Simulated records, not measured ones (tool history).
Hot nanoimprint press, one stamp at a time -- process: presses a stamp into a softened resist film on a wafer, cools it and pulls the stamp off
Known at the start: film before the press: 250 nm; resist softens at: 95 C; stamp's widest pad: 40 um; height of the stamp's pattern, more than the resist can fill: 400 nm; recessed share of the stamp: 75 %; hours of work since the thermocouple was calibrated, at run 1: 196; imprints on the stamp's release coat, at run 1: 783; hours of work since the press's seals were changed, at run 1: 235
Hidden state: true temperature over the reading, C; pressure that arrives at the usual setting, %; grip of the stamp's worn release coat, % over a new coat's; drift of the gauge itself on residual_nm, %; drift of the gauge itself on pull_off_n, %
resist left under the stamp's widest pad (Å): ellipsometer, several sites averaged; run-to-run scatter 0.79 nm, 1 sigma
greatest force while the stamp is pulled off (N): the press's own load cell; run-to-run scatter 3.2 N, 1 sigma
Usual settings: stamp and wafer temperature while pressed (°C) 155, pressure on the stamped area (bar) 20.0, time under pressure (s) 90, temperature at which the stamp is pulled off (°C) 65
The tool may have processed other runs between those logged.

| run | day | stamp and wafer temperature while pressed (°C) | pressure on the stamped area (bar) | time under pressure (s) | temperature at which the stamp is pulled off (°C) | hours of work since the thermocouple was calibrated | imprints on the stamp's release coat | hours of work since the press's seals were changed | resist left under the stamp's widest pad (Å) | greatest force while the stamp is pulled off (N) |
|---|---|---|---|---|---|---|---|---|---|---|
| 1 | 0.000 | 155 | 20.0 | 90 | 65 | 196 | 783 | 235 | 1011 | 210 |
| 2 | 0.846 | 155 | 20.0 | 90 | 65 | 205 | 830 | 244 | 1012 | 218 |
|  | 1.383 | stamp cleaned and given a new release coat |
| 3 | 1.917 | 155 | 20.0 | 90 | 65 | 213 | 29 | 253 | 1013 | 209 |
| 4 | 2.617 | 155 | 20.0 | 90 | 65 | 221 | 69 | 260 | 1022 | 209 |
| 5 | 3.104 | 155 | 20.0 | 90 | 65 | 226 | 96 | 265 | 1034 | 206 |
| 6 | 3.983 | 153 | 20.0 | 90 | 65 | 235 | 146 | 274 | 1160 | 215 |
| 7 | 4.808 | 153 | 20.0 | 90 | 65 | 243 | 192 | 283 | 1128 | 210 |
| 8 | 5.817 | 153 | 20.0 | 90 | 65 | 254 | 249 | 293 | 1142 | 204 |
| 9 | 6.425 | 153 | 20.0 | 90 | 65 | 260 | 284 | 300 | 1137 | 210 |
| 10 | 6.921 | 146 | 31.2 | 59 | 65 | 266 | 312 | 305 | 1594 | 211 |
| 11 | 7.854 | 155 | 19.8 | 90 | 63 | 275 | 364 | 315 | 1013 | 216 |
| 12 | 8.375 | 155 | 18.2 | 70 | 61 | 281 | 394 | 320 | 1162 | 234 |
| 13 | 9.425 | 155 | 18.2 | 70 | 61 | 292 | 453 | 331 | 1156 | 225 |
| 14 | 10.204 | 155 | 18.2 | 70 | 61 | 300 | 497 | 339 | 1183 | 226 |
| 15 | 11.188 | 159 | 12.3 | 70 | 53 | 310 | 552 | 350 | 1116 | 255 |
| 16 | 12.079 | 155 | 27.2 | 170 | 65 | 319 | 602 | 359 | 667 | 210 |

Consider 4 possible next runs. They are alternatives, not a sequence: every one starts from the tool as it was left by run 16. What does each give?
| A | 12.775 | 155 | 12.4 | 90 | 65 | 327 | 642 | 366 | ? | ? |
| B | 12.775 | 155 | 31.9 | 170 | 65 | 327 | 642 | 366 | ? | ? |
| C | 12.775 | 164 | 20.7 | 90 | 61 | 327 | 642 | 366 | ? | ? |
| D | 12.775 | 155 | 14.1 | 124 | 63 | 327 | 642 | 366 | ? | ? |

| run | resist left under the stamp's widest pad (Å) | greatest force while the stamp is pulled off (N) |
|---|---|---|
| A | 1267 | 214 |
| B | 625 | 208 |
| C | 589 | 229 |
| D | 1041 | 217 |
With the hidden condition removed and each run's random variation left untouched, the same runs would have given:
| run | resist left under the stamp's widest pad (Å) | greatest force while the stamp is pulled off (N) |
|---|---|---|
| A | 1270 | 213 |
| B | 627 | 207 |
| C | 591 | 228 |
| D | 1044 | 216 |
